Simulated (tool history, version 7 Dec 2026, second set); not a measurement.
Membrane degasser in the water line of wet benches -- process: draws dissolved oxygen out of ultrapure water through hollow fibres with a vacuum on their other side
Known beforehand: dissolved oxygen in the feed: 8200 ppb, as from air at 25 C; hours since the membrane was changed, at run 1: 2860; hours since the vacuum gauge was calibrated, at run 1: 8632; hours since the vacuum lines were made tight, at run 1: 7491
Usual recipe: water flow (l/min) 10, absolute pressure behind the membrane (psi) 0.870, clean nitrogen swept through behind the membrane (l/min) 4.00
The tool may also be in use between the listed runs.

| run | hour | water flow (l/min) | absolute pressure behind the membrane (psi) | clean nitrogen swept through behind the membrane (l/min) | hours since the membrane was changed | hours since the vacuum gauge was calibrated | hours since the vacuum lines were made tight | dissolved oxygen in the water behind the degasser (ppb) | pressure that the water loses in the fibres (psi) |
|---|---|---|---|---|---|---|---|---|---|
| 1 | 0.0 | 10 | 0.870 | 4.00 | 2860 | 8632 | 7491 | 92.8 | 7.307 |
| 2 | 41.9 | 10 | 0.870 | 4.00 | 2902 | 8674 | 7532 | 90.1 | 7.308 |
| 3 | 106.4 | 10 | 0.870 | 4.00 | 2967 | 8739 | 7597 | 92.6 | 7.313 |
| 4 | 182.5 | 10 | 0.870 | 2.60 | 3043 | 8815 | 7673 | 102.7 | 7.301 |
| 5 | 233.8 | 10 | 0.870 | 2.60 | 3094 | 8866 | 7724 | 103.5 | 7.285 |
|  | 276.5 | vacuum gauge calibrated |
| 6 | 305.0 | 10 | 0.870 | 2.60 | 3165 | 29 | 7795 | 99.2 | 7.310 |
| 7 | 349.3 | 10 | 0.870 | 4.00 | 3209 | 73 | 7839 | 91.9 | 7.277 |
| 8 | 406.1 | 10 | 0.870 | 4.00 | 3266 | 130 | 7896 | 91.6 | 7.259 |
| 9 | 483.7 | 10 | 0.870 | 4.00 | 3344 | 207 | 7974 | 90.1 | 7.303 |
| 10 | 549.8 | 10 | 0.870 | 4.00 | 3410 | 273 | 8040 | 91.6 | 7.266 |
| 11 | 610.1 | 10 | 0.870 | 11.15 | 3470 | 334 | 8100 | 79.2 | 7.278 |
| 12 | 658.7 | 10 | 0.870 | 4.00 | 3519 | 382 | 8149 | 90.2 | 7.282 |
| 13 | 726.6 | 10 | 1.123 | 10.51 | 3586 | 450 | 8217 | 83.8 | 7.259 |
| 14 | 805.8 | 13 | 0.641 | 10.51 | 3666 | 529 | 8296 | 147.9 | 9.509 |
| 15 | 861.0 | 12 | 0.844 | 3.66 | 3721 | 585 | 8351 | 139.5 | 8.770 |
| 16 | 901.8 | 12 | 0.844 | 3.66 | 3762 | 625 | 8392 | 140.7 | 8.802 |
| 17 | 964.0 | 10 | 0.735 | 4.00 | 3824 | 688 | 8454 | 85.0 | 7.339 |
| 18 | 1018.9 | 10 | 1.105 | 4.00 | 3879 | 742 | 8509 | 104.2 | 7.352 |
| 19 | 1087.0 | 12 | 1.759 | 4.01 | 3947 | 811 | 8577 | 187.9 | 8.750 |
| 20 | 1156.6 | 10 | 0.538 | 4.00 | 4016 | 880 | 8647 | 77.0 | 7.345 |
| 21 | 1222.5 | 10 | 0.654 | 1.61 | 4082 | 946 | 8713 | 95.7 | 7.410 |
| 22 | 1293.1 | 7 | 0.672 | 2.40 | 4153 | 1017 | 8783 | 36.9 | 5.111 |
| 23 | 1352.3 | 7 | 0.672 | 2.40 | 4212 | 1076 | 8842 | 37.0 | 5.110 |

What if the next run were any one of these 3? Each begins from the tool's condition after run 23:
| A | 1425.3 | 13 | 0.676 | 1.83 | 4285 | 1149 | 8915 | ? | ? |
| B | 1425.3 | 6 | 1.532 | 7.27 | 4285 | 1149 | 8915 | ? | ? |
| C | 1425.3 | 12 | 0.799 | 2.09 | 4285 | 1149 | 8915 | ? | ? |

| run | dissolved oxygen in the water behind the degasser (ppb) | pressure that the water loses in the fibres (psi) |
|---|---|---|
| A | 172.6 | 9.522 |
| B | 31.4 | 4.400 |
| C | 156.2 | 8.823 |
With no hidden state in the tool, these same runs would have given:
| run | dissolved oxygen in the water behind the degasser (ppb) | pressure that the water loses in the fibres (psi) |
|---|---|---|
| A | 158.0 | 9.326 |
| B | 26.9 | 4.311 |
| C | 142.7 | 8.641 |

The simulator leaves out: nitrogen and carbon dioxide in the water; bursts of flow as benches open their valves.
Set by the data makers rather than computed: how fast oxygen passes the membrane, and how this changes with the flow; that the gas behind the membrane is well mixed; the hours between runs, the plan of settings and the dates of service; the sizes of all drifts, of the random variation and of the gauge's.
